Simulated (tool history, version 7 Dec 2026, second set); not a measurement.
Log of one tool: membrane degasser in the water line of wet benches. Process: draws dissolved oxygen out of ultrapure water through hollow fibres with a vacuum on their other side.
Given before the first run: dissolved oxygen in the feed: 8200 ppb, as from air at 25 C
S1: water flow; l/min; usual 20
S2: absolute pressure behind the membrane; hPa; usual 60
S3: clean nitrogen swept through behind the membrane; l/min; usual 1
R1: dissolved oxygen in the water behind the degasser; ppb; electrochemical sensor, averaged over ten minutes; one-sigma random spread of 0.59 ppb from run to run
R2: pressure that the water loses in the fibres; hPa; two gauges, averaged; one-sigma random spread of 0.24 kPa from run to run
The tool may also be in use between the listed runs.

Run 1, hour 0: usual settings. Result: R1 129.1 ppb, R2 612.6 hPa.
Run 2, hour 73: usual settings. Result: R1 129.1 ppb, R2 613.9 hPa.
Run 3, hour 125.6: usual settings. Result: R1 128.6 ppb, R2 615.4 hPa.
Run 4, hour 178.3: usual settings. Result: R1 129 ppb, R2 614 hPa.
Run 5, hour 264.5: usual settings but S2 50 hPa. Result: R1 85 ppb, R2 611.8 hPa.
At hour 274.2: vacuum gauge calibrated.
Run 6, hour 354.4: usual settings. Result: R1 128.5 ppb, R2 607.2 hPa.
Run 7, hour 417.4: usual settings. Result: R1 129 ppb, R2 612.4 hPa.
At hour 507.6: vacuum gauge calibrated, once more.
Run 8, hour 508.3: usual settings. Result: R1 127.8 ppb, R2 618.8 hPa.
Run 9, hour 565.2: usual settings but S1 31 l/min, S2 134.7 hPa. Result: R1 649.1 ppb, R2 949.7 hPa.
Run 10, hour 634.5: usual settings but S1 31 l/min, S2 134.7 hPa. Result: R1 651.4 ppb, R2 948.5 hPa.
Run 11, hour 694.2: usual settings but S1 15 l/min, S2 136 hPa, S3 2.46 l/min. Result: R1 153.7 ppb, R2 458.7 hPa.
Run 12, hour 766.9: usual settings but S1 15 l/min, S2 136 hPa, S3 2.46 l/min. Result: R1 153 ppb, R2 460.6 hPa.
Run 13, hour 812.7: usual settings but S1 15 l/min, S2 70.9 hPa, S3 2.46 l/min. Result: R1 58.5 ppb, R2 461.3 hPa.
Run 14, hour 884.7: usual settings but S1 31 l/min, S2 69 hPa, S3 1.29 l/min. Result: R1 215.6 ppb, R2 943 hPa.
Run 15, hour 940.2: usual settings but S1 31 l/min, S2 65.4 hPa, S3 1.29 l/min. Result: R1 198.2 ppb, R2 946.9 hPa.

Consider 4 possible next runs. They are alternatives, not a sequence: every one starts from the tool as it was left by run 15. What does each give?
Run A, hour 992.8: usual settings but S1 31 l/min, S2 65.4 hPa, S3 0.59 l/min. Result: R1 ?, R2 ?.
Run B, hour 992.8: usual settings but S1 31 l/min, S2 65.4 hPa, S3 0.9 l/min. Result: R1 ?, R2 ?.
Run C, hour 992.8: usual settings but S1 30 l/min, S2 55.9 hPa, S3 1.29 l/min. Result: R1 ?, R2 ?.
Run D, hour 992.8: usual settings but S1 31 l/min, S2 135.4 hPa, S3 1.29 l/min. Result: R1 ?, R2 ?.

run     R1     R2
  A    342  948.4
  B  259.5  947.8
  C  143.5  917.5
  D  537.8  947.5
Stripped of hidden state, with their random variation kept, the same runs would have yielded:
run     R1     R2
  A    343  934.7
  B  258.9  934.2
  C  142.5  904.3
  D    535  933.8
